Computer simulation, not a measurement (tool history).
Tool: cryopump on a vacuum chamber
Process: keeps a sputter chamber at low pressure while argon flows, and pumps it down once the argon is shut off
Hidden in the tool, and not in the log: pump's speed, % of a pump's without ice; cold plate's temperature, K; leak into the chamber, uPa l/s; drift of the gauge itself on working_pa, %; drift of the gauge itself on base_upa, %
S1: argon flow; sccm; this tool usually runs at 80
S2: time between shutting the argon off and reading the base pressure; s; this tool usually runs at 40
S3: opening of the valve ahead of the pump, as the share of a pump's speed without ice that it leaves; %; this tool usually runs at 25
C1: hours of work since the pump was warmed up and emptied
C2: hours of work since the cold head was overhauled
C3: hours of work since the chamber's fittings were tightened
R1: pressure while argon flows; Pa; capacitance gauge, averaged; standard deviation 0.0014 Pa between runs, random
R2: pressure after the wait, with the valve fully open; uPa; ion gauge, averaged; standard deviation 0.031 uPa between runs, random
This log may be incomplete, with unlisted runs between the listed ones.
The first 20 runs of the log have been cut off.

run 21 day=45.521 | S1=91 S2=120 S3=25 | C1=228 C2=3018 C3=708 | R1=0.3773 R2=0.88
run 22 day=47.421 | S1=91 S2=35 S3=25 | C1=266 C2=3056 C3=746 | R1=0.3776 R2=2.05
run 23 day=49.079 | S1=36 S2=24 S3=35 | C1=299 C2=3089 C3=779 | R1=0.1095 R2=2.84
run 24 day=51.229 | S1=159 S2=93 S3=49 | C1=342 C2=3132 C3=821 | R1=0.3578 R2=1.09
run 25 day=54.158 | S1=40 S2=42 S3=49 | C1=400 C2=3190 C3=879 | R1=0.091 R2=1.85
run 26 day=57.042 | S1=40 S2=42 S3=49 | C1=457 C2=3247 C3=937 | R1=0.0928 R2=1.91
run 27 day=58.758 | S1=37 S2=34 S3=45 | C1=491 C2=3281 C3=971 | R1=0.0927 R2=2.26
run 28 day=60.633 | S1=37 S2=34 S3=45 | C1=529 C2=3319 C3=1008 | R1=0.0934 R2=2.18
run 29 day=62.158 | S1=61 S2=227 S3=18 | C1=559 C2=3349 C3=1038 | R1=0.3562 R2=0.92
run 30 day=63.504 | S1=44 S2=123 S3=24 | C1=586 C2=3376 C3=1065 | R1=0.1988 R2=1.09
run 31 day=65.817 | S1=44 S2=123 S3=24 | C1=632 C2=3422 C3=1111 | R1=0.1984 R2=1.12
run 32 day=67.488 | S1=44 S2=123 S3=24 | C1=665 C2=3455 C3=1144 | R1=0.2009 R2=1.18
-- day=67.917 pump warmed up, emptied and cooled again
run 33 day=69.529 | S1=70 S2=23 S3=28 | C1=32 C2=3491 C3=1181 | R1=0.2531 R2=2.96
-- day=70.562 leaking fittings of the chamber tightened, without venting
run 34 day=72 | S1=52 S2=30 S3=31 | C1=80 C2=3539 C3=29 | R1=0.1712 R2=2.1
run 35 day=73.85 | S1=80 S2=33 S3=46 | C1=116 C2=3575 C3=65 | R1=0.1825 R2=1.92

3 ways to go on from here, each from the tool as it stands after run 35. What would each give?
run A day=75.671 | S1=38 S2=33 S3=46 | C1=152 C2=3612 C3=102 | R1=? R2=?
run B day=75.671 | S1=73 S2=32 S3=21 | C1=152 C2=3612 C3=102 | R1=? R2=?
run C day=75.671 | S1=81 S2=33 S3=46 | C1=152 C2=3612 C3=102 | R1=? R2=?

run=A R1=0.0866 R2=1.95
run=B R1=0.3565 R2=2.03
run=C R1=0.1855 R2=1.92
With the hidden condition removed and each run's random variation left untouched, the same runs would have given:
run=A R1=0.0822 R2=1.87
run=B R1=0.348 R2=1.95
run=C R1=0.1761 R2=1.83
